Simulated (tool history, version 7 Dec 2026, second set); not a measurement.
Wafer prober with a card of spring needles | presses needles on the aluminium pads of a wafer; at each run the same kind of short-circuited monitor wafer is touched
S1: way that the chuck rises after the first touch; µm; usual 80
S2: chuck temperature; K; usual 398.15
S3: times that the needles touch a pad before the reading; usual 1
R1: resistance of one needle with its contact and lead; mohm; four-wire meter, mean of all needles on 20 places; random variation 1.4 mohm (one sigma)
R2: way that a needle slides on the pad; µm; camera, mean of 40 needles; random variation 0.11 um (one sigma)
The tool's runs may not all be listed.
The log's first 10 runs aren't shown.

{"hour": 148.8, "done": "tips cleaned on abrasive film"}
{"run": 11, "hour": 159.1, "S1": 80, "S2": 398.15, "S3": 1, "R1": 251, "R2": 19.71}
{"hour": 163.9, "done": "tips cleaned on abrasive film"}
{"run": 12, "hour": 177.5, "S1": 80, "S2": 398.15, "S3": 1, "R1": 257, "R2": 19.38}
{"hour": 179.1, "done": "tips cleaned on abrasive film"}
{"run": 13, "hour": 189.6, "S1": 80, "S2": 398.15, "S3": 1, "R1": 255, "R2": 19.58}
{"hour": 193.8, "done": "tips cleaned on abrasive film"}
{"hour": 209.0, "done": "tips cleaned on abrasive film"}
{"run": 14, "hour": 210.4, "S1": 80, "S2": 398.15, "S3": 1, "R1": 175, "R2": 19.47}
{"hour": 224.3, "done": "tips cleaned on abrasive film"}
{"run": 15, "hour": 228.1, "S1": 80, "S2": 398.15, "S3": 1, "R1": 215, "R2": 19.3}
{"hour": 239.8, "done": "tips cleaned on abrasive film"}
{"run": 16, "hour": 250.4, "S1": 80, "S2": 398.15, "S3": 1, "R1": 260, "R2": 19.41}
{"hour": 254.6, "done": "tips cleaned on abrasive film"}
{"run": 17, "hour": 263.8, "S1": 73, "S2": 379.15, "S3": 2, "R1": 213, "R2": 17.78}
{"hour": 269.5, "done": "tips cleaned on abrasive film"}
{"run": 18, "hour": 276.9, "S1": 65, "S2": 336.15, "S3": 2, "R1": 236, "R2": 15.63}
{"hour": 284.6, "done": "tips cleaned on abrasive film"}
{"run": 19, "hour": 297.3, "S1": 81, "S2": 398.15, "S3": 1, "R1": 262, "R2": 19.62}
{"hour": 299.1, "done": "tips cleaned on abrasive film"}
{"run": 20, "hour": 308.9, "S1": 81, "S2": 398.15, "S3": 1, "R1": 250, "R2": 19.45}
{"hour": 313.6, "done": "tips cleaned on abrasive film"}
{"run": 21, "hour": 325.4, "S1": 81, "S2": 398.15, "S3": 1, "R1": 262, "R2": 19.4}
{"hour": 328.6, "done": "tips cleaned on abrasive film"}
{"hour": 343.6, "done": "tips cleaned on abrasive film"}
{"run": 22, "hour": 346.6, "S1": 81, "S2": 318.15, "S3": 1, "R1": 204, "R2": 19.25}
{"hour": 358.0, "done": "tips cleaned on abrasive film"}
{"run": 23, "hour": 361.3, "S1": 95, "S2": 350.15, "S3": 2, "R1": 160, "R2": 22.68}
{"hour": 373.4, "done": "tips cleaned on abrasive film"}
{"run": 24, "hour": 382.1, "S1": 95, "S2": 350.15, "S3": 2, "R1": 181, "R2": 22.92}
{"hour": 387.6, "done": "tips cleaned on abrasive film"}
{"hour": 402.0, "done": "tips cleaned on abrasive film"}
{"run": 25, "hour": 403.9, "S1": 95, "S2": 350.15, "S3": 2, "R1": 150, "R2": 22.75}
{"hour": 416.4, "done": "tips cleaned on abrasive film"}
{"run": 26, "hour": 425.0, "S1": 62, "S2": 340.15, "S3": 1, "R1": 347, "R2": 14.62}
{"hour": 430.8, "done": "tips cleaned on abrasive film"}
{"hour": 445.9, "done": "tips cleaned on abrasive film"}
{"run": 27, "hour": 446.6, "S1": 91, "S2": 391.15, "S3": 2, "R1": 146, "R2": 21.78}
{"hour": 460.2, "done": "tips cleaned on abrasive film"}
{"run": 28, "hour": 460.2, "S1": 80, "S2": 319.15, "S3": 1, "R1": 133, "R2": 19.04}
{"run": 29, "hour": 470.0, "S1": 97, "S2": 326.15, "S3": 2, "R1": 180, "R2": 23.18}
{"hour": 474.6, "done": "tips cleaned on abrasive film"}
{"run": 30, "hour": 479.5, "S1": 97, "S2": 326.15, "S3": 2, "R1": 169, "R2": 23.19}
{"hour": 488.8, "done": "tips cleaned on abrasive film"}
{"run": 31, "hour": 488.8, "S1": 80, "S2": 363.15, "S3": 1, "R1": 141, "R2": 18.9}
{"hour": 503.8, "done": "tips cleaned on abrasive film"}
{"run": 32, "hour": 505.1, "S1": 80, "S2": 363.15, "S3": 1, "R1": 170, "R2": 18.96}

4 ways to go on from here, each from the tool as it stands after run 32. What would each give?
{"hour": 518.0, "done": "tips cleaned on abrasive film"}
{"run": "A", "hour": 522.5, "S1": 61, "S2": 368.15, "S3": 2, "R1": "?", "R2": "?"}
{"hour": 518.0, "done": "tips cleaned on abrasive film"}
{"run": "B", "hour": 522.5, "S1": 68, "S2": 363.15, "S3": 1, "R1": "?", "R2": "?"}
{"hour": 518.0, "done": "tips cleaned on abrasive film"}
{"run": "C", "hour": 522.5, "S1": 87, "S2": 374.15, "S3": 1, "R1": "?", "R2": "?"}
{"hour": 518.0, "done": "tips cleaned on abrasive film"}
{"run": "D", "hour": 522.5, "S1": 80, "S2": 325.15, "S3": 1, "R1": "?", "R2": "?"}

run=A R1=238 R2=14.28
run=B R1=272 R2=15.98
run=C R1=216 R2=20.54
run=D R1=235 R2=18.83
Without the tool's hidden state the same runs would have given:
run=A R1=129 R2=15.12
run=B R1=125 R2=16.82
run=C R1=124 R2=21.37
run=D R1=119 R2=19.66
